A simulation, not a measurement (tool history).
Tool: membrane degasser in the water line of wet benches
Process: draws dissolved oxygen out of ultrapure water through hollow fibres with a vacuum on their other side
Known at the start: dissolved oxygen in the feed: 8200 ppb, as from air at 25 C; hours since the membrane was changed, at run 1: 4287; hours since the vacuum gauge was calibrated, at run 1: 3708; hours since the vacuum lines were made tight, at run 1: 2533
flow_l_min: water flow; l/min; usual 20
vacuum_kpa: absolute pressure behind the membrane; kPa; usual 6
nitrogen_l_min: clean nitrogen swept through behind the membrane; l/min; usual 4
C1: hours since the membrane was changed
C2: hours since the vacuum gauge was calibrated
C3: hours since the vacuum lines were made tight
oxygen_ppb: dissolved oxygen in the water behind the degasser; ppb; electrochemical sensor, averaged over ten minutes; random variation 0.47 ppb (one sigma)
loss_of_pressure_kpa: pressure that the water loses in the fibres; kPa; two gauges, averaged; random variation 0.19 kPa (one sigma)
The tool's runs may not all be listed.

{"run": 1, "hour": 0.0, "flow_l_min": 20, "vacuum_kpa": 6, "nitrogen_l_min": 4, "C1": 4287, "C2": 3708, "C3": 2533, "oxygen_ppb": 42.1, "loss_of_pressure_kpa": 41.88}
{"run": 2, "hour": 60.1, "flow_l_min": 20, "vacuum_kpa": 6, "nitrogen_l_min": 4, "C1": 4348, "C2": 3768, "C3": 2593, "oxygen_ppb": 40.6, "loss_of_pressure_kpa": 41.92}
{"run": 3, "hour": 146.1, "flow_l_min": 20, "vacuum_kpa": 6.56, "nitrogen_l_min": 4, "C1": 4434, "C2": 3854, "C3": 2679, "oxygen_ppb": 49.4, "loss_of_pressure_kpa": 41.79}
{"run": 4, "hour": 244.5, "flow_l_min": 20, "vacuum_kpa": 6.56, "nitrogen_l_min": 4, "C1": 4532, "C2": 3953, "C3": 2777, "oxygen_ppb": 48.7, "loss_of_pressure_kpa": 41.59}
{"run": 5, "hour": 313.1, "flow_l_min": 20, "vacuum_kpa": 7.44, "nitrogen_l_min": 4, "C1": 4601, "C2": 4021, "C3": 2846, "oxygen_ppb": 59.8, "loss_of_pressure_kpa": 41.98}
{"run": 6, "hour": 429.2, "flow_l_min": 20, "vacuum_kpa": 4.1, "nitrogen_l_min": 4, "C1": 4717, "C2": 4137, "C3": 2962, "oxygen_ppb": 18.6, "loss_of_pressure_kpa": 42.07}
{"run": 7, "hour": 552.8, "flow_l_min": 20, "vacuum_kpa": 4.1, "nitrogen_l_min": 4, "C1": 4840, "C2": 4261, "C3": 3085, "oxygen_ppb": 18.5, "loss_of_pressure_kpa": 42.12}
{"run": 8, "hour": 626.6, "flow_l_min": 20, "vacuum_kpa": 4.1, "nitrogen_l_min": 4, "C1": 4914, "C2": 4335, "C3": 3159, "oxygen_ppb": 19.2, "loss_of_pressure_kpa": 42.11}
{"run": 9, "hour": 719.3, "flow_l_min": 20, "vacuum_kpa": 4.1, "nitrogen_l_min": 4, "C1": 5007, "C2": 4427, "C3": 3252, "oxygen_ppb": 19.5, "loss_of_pressure_kpa": 42.37}
{"run": 10, "hour": 810.1, "flow_l_min": 20, "vacuum_kpa": 8.31, "nitrogen_l_min": 4, "C1": 5098, "C2": 4518, "C3": 3343, "oxygen_ppb": 71, "loss_of_pressure_kpa": 41.82}
{"run": 11, "hour": 915.0, "flow_l_min": 20, "vacuum_kpa": 4.89, "nitrogen_l_min": 2.74, "C1": 5202, "C2": 4623, "C3": 3448, "oxygen_ppb": 41.3, "loss_of_pressure_kpa": 41.76}
{"run": 12, "hour": 1036.2, "flow_l_min": 20, "vacuum_kpa": 4.89, "nitrogen_l_min": 2.74, "C1": 5324, "C2": 4744, "C3": 3569, "oxygen_ppb": 40.2, "loss_of_pressure_kpa": 42.21}
{"run": 13, "hour": 1165.3, "flow_l_min": 20, "vacuum_kpa": 4.89, "nitrogen_l_min": 2.74, "C1": 5453, "C2": 4873, "C3": 3698, "oxygen_ppb": 41.2, "loss_of_pressure_kpa": 42.14}
{"run": 14, "hour": 1248.4, "flow_l_min": 20, "vacuum_kpa": 6.64, "nitrogen_l_min": 2.74, "C1": 5536, "C2": 4957, "C3": 3781, "oxygen_ppb": 70.6, "loss_of_pressure_kpa": 42.31}
{"run": 15, "hour": 1376.1, "flow_l_min": 13, "vacuum_kpa": 6, "nitrogen_l_min": 2.63, "C1": 5664, "C2": 5084, "C3": 3909, "oxygen_ppb": 39.7, "loss_of_pressure_kpa": 27.76}
{"run": 16, "hour": 1443.8, "flow_l_min": 13, "vacuum_kpa": 6, "nitrogen_l_min": 2.63, "C1": 5731, "C2": 5152, "C3": 3977, "oxygen_ppb": 40.8, "loss_of_pressure_kpa": 27.5}
{"run": 17, "hour": 1507.1, "flow_l_min": 13, "vacuum_kpa": 4.28, "nitrogen_l_min": 5.66, "C1": 5795, "C2": 5215, "C3": 4040, "oxygen_ppb": 8.6, "loss_of_pressure_kpa": 27.5}
{"run": 18, "hour": 1571.0, "flow_l_min": 13, "vacuum_kpa": 4.28, "nitrogen_l_min": 5.66, "C1": 5859, "C2": 5279, "C3": 4104, "oxygen_ppb": 9.3, "loss_of_pressure_kpa": 27.58}
{"run": 19, "hour": 1694.3, "flow_l_min": 16, "vacuum_kpa": 6, "nitrogen_l_min": 4, "C1": 5982, "C2": 5402, "C3": 4227, "oxygen_ppb": 35, "loss_of_pressure_kpa": 34.08}

The same runs without the tool's hidden state, with the same run-to-run variation:
The hidden state here: membrane still open, %; true pressure behind the membrane over the reading, kPa; air that leaks in behind the membrane, l/min; drift of the gauge itself on oxygen_ppb, %; drift of the gauge itself on loss_of_pressure_kpa, %.
run=1 oxygen_ppb=37 loss_of_pressure_kpa=40.22
run=2 oxygen_ppb=35.6 loss_of_pressure_kpa=40.23
run=3 oxygen_ppb=43.8 loss_of_pressure_kpa=40.07
run=4 oxygen_ppb=43.2 loss_of_pressure_kpa=39.83
run=5 oxygen_ppb=53.9 loss_of_pressure_kpa=40.19
run=6 oxygen_ppb=13.4 loss_of_pressure_kpa=40.22
run=7 oxygen_ppb=13.1 loss_of_pressure_kpa=40.22
run=8 oxygen_ppb=13.7 loss_of_pressure_kpa=40.17
run=9 oxygen_ppb=13.9 loss_of_pressure_kpa=40.38
run=10 oxygen_ppb=64.1 loss_of_pressure_kpa=39.81
run=11 oxygen_ppb=33.1 loss_of_pressure_kpa=39.7
run=12 oxygen_ppb=31.8 loss_of_pressure_kpa=40.08
run=13 oxygen_ppb=32.5 loss_of_pressure_kpa=39.96
run=14 oxygen_ppb=61.3 loss_of_pressure_kpa=40.09
run=15 oxygen_ppb=33.5 loss_of_pressure_kpa=26.27
run=16 oxygen_ppb=34.3 loss_of_pressure_kpa=26
run=17 oxygen_ppb=5.9 loss_of_pressure_kpa=25.99
run=18 oxygen_ppb=6.5 loss_of_pressure_kpa=26.04
run=19 oxygen_ppb=29.2 loss_of_pressure_kpa=32.14

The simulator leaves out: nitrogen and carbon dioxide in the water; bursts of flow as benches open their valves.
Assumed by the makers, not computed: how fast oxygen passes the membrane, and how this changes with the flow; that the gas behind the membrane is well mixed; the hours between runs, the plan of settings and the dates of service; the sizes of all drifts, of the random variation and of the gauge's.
